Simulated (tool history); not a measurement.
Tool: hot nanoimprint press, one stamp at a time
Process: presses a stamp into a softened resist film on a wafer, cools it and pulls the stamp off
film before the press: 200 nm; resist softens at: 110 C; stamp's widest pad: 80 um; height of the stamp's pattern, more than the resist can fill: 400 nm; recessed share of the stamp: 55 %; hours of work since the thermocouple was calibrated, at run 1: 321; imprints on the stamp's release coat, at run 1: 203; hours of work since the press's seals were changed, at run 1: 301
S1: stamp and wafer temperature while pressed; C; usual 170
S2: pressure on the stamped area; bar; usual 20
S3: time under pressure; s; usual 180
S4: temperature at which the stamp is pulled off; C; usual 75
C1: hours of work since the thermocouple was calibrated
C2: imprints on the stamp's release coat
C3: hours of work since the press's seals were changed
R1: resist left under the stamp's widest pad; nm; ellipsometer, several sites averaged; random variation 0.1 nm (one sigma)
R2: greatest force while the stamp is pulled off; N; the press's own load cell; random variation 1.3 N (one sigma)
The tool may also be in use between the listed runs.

run 1 hour=0 | S1=170 S2=20 S3=180 S4=75 | C1=321 C2=203 C3=301 | R1=103.6 R2=97
run 2 hour=7.1 | S1=170 S2=20 S3=180 S4=75 | C1=327 C2=227 C3=306 | R1=103.8 R2=100
run 3 hour=16.5 | S1=170 S2=20 S3=180 S4=75 | C1=334 C2=258 C3=314 | R1=103.7 R2=99
run 4 hour=26.2 | S1=170 S2=20 S3=180 S4=75 | C1=342 C2=290 C3=321 | R1=103.8 R2=97
run 5 hour=35.8 | S1=170 S2=20 S3=180 S4=75 | C1=349 C2=322 C3=328 | R1=104.1 R2=96
-- hour=43.3 plate thermocouple calibrated
run 6 hour=47.1 | S1=170 S2=20 S3=180 S4=75 | C1=3 C2=350 C3=335 | R1=104.2 R2=98
run 7 hour=57.4 | S1=163 S2=20 S3=119 S4=75 | C1=11 C2=385 C3=343 | R1=138.7 R2=98
run 8 hour=66.3 | S1=163 S2=20 S3=119 S4=75 | C1=18 C2=414 C3=350 | R1=139 R2=97
run 9 hour=73.5 | S1=163 S2=20 S3=119 S4=75 | C1=23 C2=439 C3=355 | R1=139.1 R2=98
run 10 hour=80.3 | S1=161 S2=22 S3=180 S4=75 | C1=29 C2=461 C3=361 | R1=126.2 R2=98

Forecast run 11:
run 11 hour=90 | S1=172 S2=20 S3=180 S4=64 | C1=36 C2=494 C3=368 | R1=? R2=?

R1: 99.6 nm
R2: 103 N
Without the tool's hidden state the same run would have given R1 98.4 nm, R2 102 N.

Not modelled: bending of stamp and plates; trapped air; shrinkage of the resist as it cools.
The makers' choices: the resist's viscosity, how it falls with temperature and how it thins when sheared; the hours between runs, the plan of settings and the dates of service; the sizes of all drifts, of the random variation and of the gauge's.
